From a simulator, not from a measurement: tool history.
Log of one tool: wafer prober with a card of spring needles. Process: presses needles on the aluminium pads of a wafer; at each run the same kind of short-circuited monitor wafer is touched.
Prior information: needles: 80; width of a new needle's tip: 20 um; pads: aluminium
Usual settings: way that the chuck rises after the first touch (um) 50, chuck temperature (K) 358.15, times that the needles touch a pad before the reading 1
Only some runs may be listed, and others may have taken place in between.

| run | hour | way that the chuck rises after the first touch (um) | chuck temperature (K) | times that the needles touch a pad before the reading | resistance of one needle with its contact and lead (mohm) | way that a needle slides on the pad (um) |
|---|---|---|---|---|---|---|
| 1 | 0 | 50 | 358.15 | 1 | 274 | 11.51 |
| 2 | 13.1 | 50 | 358.15 | 1 | 246 | 11.47 |
| 3 | 25.4 | 50 | 358.15 | 1 | 261 | 11.53 |
| 4 | 40.4 | 50 | 358.15 | 1 | 235 | 11.4 |
| 5 | 50 | 50 | 358.15 | 3 | 237 | 11.13 |
| 6 | 64 | 50 | 358.15 | 2 | 249 | 11.49 |
| 7 | 75 | 50 | 358.15 | 2 | 258 | 11.37 |
| 8 | 86.5 | 50 | 314.15 | 2 | 225 | 11.4 |
| 9 | 100.8 | 50 | 372.15 | 1 | 270 | 11.38 |
| 10 | 117.1 | 37 | 318.15 | 1 | 290 | 8.41 |
| 11 | 130.6 | 50 | 327.15 | 1 | 270 | 11.36 |
| 12 | 137.8 | 50 | 327.15 | 1 | 267 | 11.34 |

Removed from this log: 15 entries logged between the listed runs. Between which two listed runs does each belong, and how does the tool's hidden state at the listed run before it compare with that at the listed run after it?
Between runs 1 and 2: tips cleaned on abrasive film (hour 2.8); tips cleaned on abrasive film (hour 11.8)
  debris on the tips, nm: 19.2 -> 7.7; way that the needles fall short of the set height, um: 0.16 -> 0.3; tips' diameter, um: 20.06 -> 20.11
  measured less the result without the state, resistance of one needle with its contact and lead (mohm): +44 -> +18; way that a needle slides on the pad (um): -0.03 -> -0.07
Between runs 2 and 3: tips cleaned on abrasive film (hour 21.5)
  debris on the tips, nm: 7.7 -> 12.1; way that the needles fall short of the set height, um: 0.3 -> 0.34; tips' diameter, um: 20.11 -> 20.12
  measured less the result without the state, resistance of one needle with its contact and lead (mohm): +18 -> +29; way that a needle slides on the pad (um): -0.07 -> -0.08
Between runs 3 and 4: tips cleaned on abrasive film (hour 30.5); tips cleaned on abrasive film (hour 39.5)
  debris on the tips, nm: 12.1 -> 3.6; way that the needles fall short of the set height, um: 0.34 -> 0.43; tips' diameter, um: 20.12 -> 20.15
  measured less the result without the state, resistance of one needle with its contact and lead (mohm): +29 -> +9; way that a needle slides on the pad (um): -0.08 -> -0.09
Between runs 4 and 5: tips cleaned on abrasive film (hour 48.6)
  debris on the tips, nm: 3.6 -> 5.2; way that the needles fall short of the set height, um: 0.43 -> 0.46; tips' diameter, um: 20.15 -> 20.17
  measured less the result without the state, resistance of one needle with its contact and lead (mohm): +9 -> +5; way that a needle slides on the pad (um): -0.09 -> -0.11
Between runs 5 and 6: tips cleaned on abrasive film (hour 58.7)
  debris on the tips, nm: 5.2 -> 16; way that the needles fall short of the set height, um: 0.46 -> 0.52; tips' diameter, um: 20.17 -> 20.18
  measured less the result without the state, resistance of one needle with its contact and lead (mohm): +5 -> +23; way that a needle slides on the pad (um): -0.11 -> -0.12
Between runs 6 and 7: tips cleaned on abrasive film (hour 68.3)
  debris on the tips, nm: 16 -> 18.8; way that the needles fall short of the set height, um: 0.52 -> 0.56; tips' diameter, um: 20.18 -> 20.2
  measured less the result without the state, resistance of one needle with its contact and lead (mohm): +23 -> +27; way that a needle slides on the pad (um): -0.12 -> -0.13
Between runs 7 and 8: tips cleaned on abrasive film (hour 77.4); tips cleaned on abrasive film, once more (hour 84.9)
  debris on the tips, nm: 18.8 -> 5.4; way that the needles fall short of the set height, um: 0.56 -> 0.63; tips' diameter, um: 20.2 -> 20.23
  measured less the result without the state, resistance of one needle with its contact and lead (mohm): +27 -> +9; way that a needle slides on the pad (um): -0.13 -> -0.15
Between runs 8 and 9: tips cleaned on abrasive film (hour 94.5)
  debris on the tips, nm: 5.4 -> 17.3; way that the needles fall short of the set height, um: 0.63 -> 0.68; tips' diameter, um: 20.23 -> 20.24
  measured less the result without the state, resistance of one needle with its contact and lead (mohm): +9 -> +40; way that a needle slides on the pad (um): -0.15 -> -0.16
Between runs 9 and 10: tips cleaned on abrasive film (hour 103.8); tips cleaned on abrasive film (hour 112.9)
  debris on the tips, nm: 17.3 -> 12.3; way that the needles fall short of the set height, um: 0.68 -> 0.79; tips' diameter, um: 20.24 -> 20.28
  measured less the result without the state, resistance of one needle with its contact and lead (mohm): +40 -> +58; way that a needle slides on the pad (um): -0.16 -> -0.18
Between runs 10 and 11: tips cleaned on abrasive film (hour 122.6)
  debris on the tips, nm: 12.3 -> 20; way that the needles fall short of the set height, um: 0.79 -> 0.84; tips' diameter, um: 20.28 -> 20.3
  measured less the result without the state, resistance of one needle with its contact and lead (mohm): +58 -> +52; way that a needle slides on the pad (um): -0.18 -> -0.2
Between runs 11 and 12: tips cleaned on abrasive film (hour 131.6)
  debris on the tips, nm: 20 -> 17.4; way that the needles fall short of the set height, um: 0.84 -> 0.89; tips' diameter, um: 20.3 -> 20.32
  measured less the result without the state, resistance of one needle with its contact and lead (mohm): +52 -> +45; way that a needle slides on the pad (um): -0.2 -> -0.21

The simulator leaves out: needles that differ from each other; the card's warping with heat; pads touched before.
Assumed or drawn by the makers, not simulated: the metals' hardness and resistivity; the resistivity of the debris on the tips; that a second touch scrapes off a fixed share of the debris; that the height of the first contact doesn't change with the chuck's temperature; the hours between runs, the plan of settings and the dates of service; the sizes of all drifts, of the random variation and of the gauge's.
